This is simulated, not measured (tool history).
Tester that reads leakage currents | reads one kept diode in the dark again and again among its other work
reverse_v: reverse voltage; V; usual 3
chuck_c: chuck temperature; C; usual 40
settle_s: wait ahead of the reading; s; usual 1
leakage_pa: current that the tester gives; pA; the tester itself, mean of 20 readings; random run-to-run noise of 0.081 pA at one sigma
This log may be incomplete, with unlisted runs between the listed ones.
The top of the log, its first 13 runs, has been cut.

{"run": 14, "hour": 2172.9, "reverse_v": 6.69, "chuck_c": 40, "settle_s": 1, "leakage_pa": 32.87}
{"run": 15, "hour": 2285.5, "reverse_v": 6.69, "chuck_c": 40, "settle_s": 1, "leakage_pa": 32.86}
{"run": 16, "hour": 2391.5, "reverse_v": 6.69, "chuck_c": 40, "settle_s": 1, "leakage_pa": 33.36}
{"run": 17, "hour": 2525.6, "reverse_v": 3, "chuck_c": 40, "settle_s": 3.41, "leakage_pa": 20.25}
{"run": 18, "hour": 2703.9, "reverse_v": 3, "chuck_c": 40, "settle_s": 3.41, "leakage_pa": 20.3}
{"run": 19, "hour": 2864.4, "reverse_v": 3, "chuck_c": 40, "settle_s": 3.41, "leakage_pa": 20.24}
{"run": 20, "hour": 3036.2, "reverse_v": 1.01, "chuck_c": 49, "settle_s": 3.41, "leakage_pa": 19.84}
{"run": 21, "hour": 3228.1, "reverse_v": 1.64, "chuck_c": 40, "settle_s": 1, "leakage_pa": 14.23}
{"run": 22, "hour": 3390.6, "reverse_v": 1.64, "chuck_c": 40, "settle_s": 1, "leakage_pa": 14.21}
{"hour": 3427.2, "done": "chuck's temperature calibrated"}
{"run": 23, "hour": 3555.4, "reverse_v": 3, "chuck_c": 24, "settle_s": 2.64, "leakage_pa": 9.26}
{"run": 24, "hour": 3680.7, "reverse_v": 11.97, "chuck_c": 22, "settle_s": 1.5, "leakage_pa": 25.35}
{"run": 25, "hour": 3852.2, "reverse_v": 1.94, "chuck_c": 45, "settle_s": 1, "leakage_pa": 25.87}
{"hour": 3943.3, "done": "probe card cleaned and baked"}
{"run": 26, "hour": 3954.3, "reverse_v": 7.11, "chuck_c": 26, "settle_s": 0.98, "leakage_pa": 11.52}
{"run": 27, "hour": 4138.0, "reverse_v": 7.11, "chuck_c": 26, "settle_s": 0.98, "leakage_pa": 12.03}
{"run": 28, "hour": 4355.6, "reverse_v": 7.11, "chuck_c": 26, "settle_s": 0.98, "leakage_pa": 12.6}
{"run": 29, "hour": 4546.2, "reverse_v": 7.11, "chuck_c": 48, "settle_s": 2.47, "leakage_pa": 60.26}
{"run": 30, "hour": 4686.2, "reverse_v": 4.97, "chuck_c": 55, "settle_s": 1, "leakage_pa": 80.04}
{"run": 31, "hour": 4830.4, "reverse_v": 6.19, "chuck_c": 40, "settle_s": 6.61, "leakage_pa": 32.01}
{"run": 32, "hour": 4940.6, "reverse_v": 6.19, "chuck_c": 22, "settle_s": 6.61, "leakage_pa": 9.91}
{"run": 33, "hour": 5098.3, "reverse_v": 3, "chuck_c": 40, "settle_s": 4.61, "leakage_pa": 20.86}
{"run": 34, "hour": 5316.1, "reverse_v": 5.73, "chuck_c": 34, "settle_s": 3.57, "leakage_pa": 20.97}
{"run": 35, "hour": 5435.7, "reverse_v": 5.73, "chuck_c": 34, "settle_s": 3.57, "leakage_pa": 21.17}
{"run": 36, "hour": 5654.1, "reverse_v": 5.73, "chuck_c": 33, "settle_s": 3.57, "leakage_pa": 20.29}
{"run": 37, "hour": 5877.0, "reverse_v": 5.73, "chuck_c": 33, "settle_s": 3.57, "leakage_pa": 20.57}

Each row is a separate what-if for the run after 37, all from the same tool condition, not one after another. Results?
{"run": "A", "hour": 6044.9, "reverse_v": 2.73, "chuck_c": 33, "settle_s": 3.57, "leakage_pa": "?"}
{"run": "B", "hour": 6044.9, "reverse_v": 6.97, "chuck_c": 45, "settle_s": 3.57, "leakage_pa": "?"}
{"run": "C", "hour": 6044.9, "reverse_v": 6.71, "chuck_c": 40, "settle_s": 1, "leakage_pa": "?"}
{"run": "D", "hour": 6044.9, "reverse_v": 15.92, "chuck_c": 23, "settle_s": 0.61, "leakage_pa": "?"}
{"run": "E", "hour": 6044.9, "reverse_v": 1.01, "chuck_c": 33, "settle_s": 3.3, "leakage_pa": "?"}

run=A leakage_pa=12.8
run=B leakage_pa=49.89
run=C leakage_pa=35.86
run=D leakage_pa=29.96
run=E leakage_pa=6.66
Stripped of hidden state, with their random variation kept, the same runs would have yielded:
run=A leakage_pa=11.59
run=B leakage_pa=48.94
run=C leakage_pa=33.31
run=D leakage_pa=15.88
run=E leakage_pa=6.52

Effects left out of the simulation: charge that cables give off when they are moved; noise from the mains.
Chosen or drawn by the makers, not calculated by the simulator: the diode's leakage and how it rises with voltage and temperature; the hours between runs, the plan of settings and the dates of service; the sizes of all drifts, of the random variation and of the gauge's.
